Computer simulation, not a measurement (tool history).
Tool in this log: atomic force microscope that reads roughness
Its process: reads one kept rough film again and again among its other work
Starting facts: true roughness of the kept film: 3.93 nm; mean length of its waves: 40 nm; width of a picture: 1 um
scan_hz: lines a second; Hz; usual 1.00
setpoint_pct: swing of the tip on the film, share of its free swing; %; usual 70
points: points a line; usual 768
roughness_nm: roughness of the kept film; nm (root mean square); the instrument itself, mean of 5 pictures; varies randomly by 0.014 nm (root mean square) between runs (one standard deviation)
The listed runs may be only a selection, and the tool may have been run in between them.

run,hour,scan_hz,setpoint_pct,points,roughness_nm
1,0.0,1.00,70,768,3.391
2,13.9,3.36,70,768,2.969
3,28.0,3.36,70,768,2.987
4,48.1,3.36,70,768,2.962
5,72.6,0.94,70,768,3.358
6,84.5,1.00,70,768,3.338
7,105.7,1.00,70,768,3.510
8,117.5,1.00,70,768,3.516
9,139.7,3.30,75,817,2.915
10,152.8,0.69,64,522,3.596
11,173.5,0.69,64,438,3.585
12,195.6,0.78,74,538,3.468
13,210.6,0.56,83,538,3.424
14,228.9,0.56,83,538,3.442
15,244.5,1.95,59,321,3.391
16,261.9,0.73,89,613,3.236

Taken out of this log: 3 entries between the listed runs. Where each belongs, and how the hidden state differs across it:
Logged between run 6 and run 7: new tip fitted (hour 95.8)
  radius of the tip, nm: 11 -> 5.3; height scale over the true one, %: -0.16 -> -0.17
  difference, measured minus the result without the unlogged condition, roughness_nm: -0.190 -> -0.016 nm (root mean square)
Logged between run 7 and run 8: height scale calibrated on a step standard (hour 108.5)
  radius of the tip, nm: 5.3 -> 5.5; height scale over the true one, %: -0.17 -> -0.21
  difference, measured minus the result without the unlogged condition, roughness_nm: -0.016 -> -0.024 nm (root mean square)
Logged between run 10 and run 11: height scale calibrated on a step standard, once more (hour 166.1)
  radius of the tip, nm: 6.2 -> 6.6; height scale over the true one, %: -0.23 -> -0.11
  difference, measured minus the result without the unlogged condition, roughness_nm: -0.049 -> -0.058 nm (root mean square)

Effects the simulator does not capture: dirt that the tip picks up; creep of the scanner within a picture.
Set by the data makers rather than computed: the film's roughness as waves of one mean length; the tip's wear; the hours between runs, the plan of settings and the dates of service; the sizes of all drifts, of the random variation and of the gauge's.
